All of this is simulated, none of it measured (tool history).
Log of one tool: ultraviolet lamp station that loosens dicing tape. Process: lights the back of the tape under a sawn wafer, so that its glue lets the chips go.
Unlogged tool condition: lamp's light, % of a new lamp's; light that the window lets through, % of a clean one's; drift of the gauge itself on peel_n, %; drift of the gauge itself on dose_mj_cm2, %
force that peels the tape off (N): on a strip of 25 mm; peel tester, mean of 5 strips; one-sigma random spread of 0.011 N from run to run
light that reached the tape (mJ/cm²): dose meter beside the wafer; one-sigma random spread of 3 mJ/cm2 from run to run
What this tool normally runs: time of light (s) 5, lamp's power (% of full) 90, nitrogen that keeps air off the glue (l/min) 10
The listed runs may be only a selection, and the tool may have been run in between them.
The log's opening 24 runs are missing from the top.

run,hour,time of light (s),lamp's power (% of full),nitrogen that keeps air off the glue (l/min),hours of work of the lamp,hours of work since the window was cleaned,force that peels the tape off (N),light that reached the tape (mJ/cm²)
25,685.3,7,86,4,563,100,0.917,472
26,705.0,7,86,4,578,115,0.909,466
27,728.1,7,86,4,596,133,0.932,469
28,763.6,5,75,10,624,161,1.048,287
29,800.2,2,68,11,652,189,3.144,98
30,835.1,2,68,11,680,216,2.989,95
31,866.9,2,68,5,704,241,3.707,100
32,890.2,2,68,5,723,259,3.813,97
33,931.4,3,96,16,755,291,1.371,200
34,968.6,3,96,16,784,320,1.401,198
35,997.9,4,87,5,806,343,2.022,236
36,1024.4,5,67,10,827,364,1.569,223
37,1061.6,5,67,10,856,393,1.589,219
38,1098.9,9,74,10,885,422,0.515,424
39,1115.6,5,67,17,898,435,1.246,214
40,1143.5,5,67,17,920,457,1.254,211
41,1163.7,5,67,17,935,472,1.261,210
42,1181.8,5,67,17,950,486,1.296,206
43,1214.9,5,82,5,975,512,1.823,250
44,1244.8,5,71,10,999,535,1.606,209

Consider 3 possible next runs. They are alternatives, not a sequence: every one starts from the tool as it was left by run 44. What does each give?
# hour 1263.0: window cleaned of glue's vapour
A,1268.0,10,71,19,1016,4,?,?
# hour 1263.0: window cleaned of glue's vapour
B,1268.0,5,65,10,1016,4,?,?
# hour 1263.0: window cleaned of glue's vapour
C,1268.0,5,91,10,1016,4,?,?

run,force that peels the tape off (N),light that reached the tape (mJ/cm²)
A,0.299,472
B,1.544,220
C,0.961,304
Stripped of hidden state, with their random variation kept, the same runs would have yielded:
run,force that peels the tape off (N),light that reached the tape (mJ/cm²)
A,0.196,686
B,0.897,318
C,0.494,442
